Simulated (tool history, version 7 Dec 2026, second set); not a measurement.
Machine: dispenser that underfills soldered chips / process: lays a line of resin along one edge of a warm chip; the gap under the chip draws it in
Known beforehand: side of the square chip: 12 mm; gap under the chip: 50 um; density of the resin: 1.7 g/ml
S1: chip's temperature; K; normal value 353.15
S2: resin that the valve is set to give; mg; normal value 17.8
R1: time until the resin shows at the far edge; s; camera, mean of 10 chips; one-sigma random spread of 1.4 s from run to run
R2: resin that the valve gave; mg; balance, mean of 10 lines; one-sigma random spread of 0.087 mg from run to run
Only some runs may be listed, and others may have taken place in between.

run	day	S1	S2	R1	R2
1	0.000	353.15	17.8	194.1	17.70
2	0.104	353.15	17.8	211.1	17.65
# day 0.188: new syringe of resin
3	0.233	353.15	17.8	148.4	17.82
4	0.379	353.15	17.8	167.3	17.51
5	0.512	353.15	17.8	193.1	17.52
6	0.621	353.15	15.5	221.2	15.34
# day 0.688: new syringe of resin
7	0.792	353.15	15.5	160.7	15.30
8	0.867	354.15	22.3	156.4	21.89
9	1.042	341.15	17.8	355.2	17.39
10	1.138	341.15	17.8	387.3	17.35
# day 1.179: new syringe of resin
11	1.246	341.15	17.8	264.0	17.33
12	1.392	341.15	17.8	311.1	17.35
13	1.512	352.15	17.5	203.4	16.99
# day 1.671: new syringe of resin
14	1.671	345.15	19.6	204.1	19.02

Consider 3 possible next runs. They are alternatives, not a sequence: every one starts from the tool as it was left by run 14. What does each give?
A	1.792	364.15	19.6	?	?
B	1.792	356.15	21.9	?	?
C	1.792	340.15	22.5	?	?

run	R1	R2
A	94.6	18.85
B	134.2	21.13
C	289.1	21.67
Had the tool no hidden state, the same runs would have come out as:
run	R1	R2
A	84.2	19.43
B	119.5	21.78
C	257.3	22.33
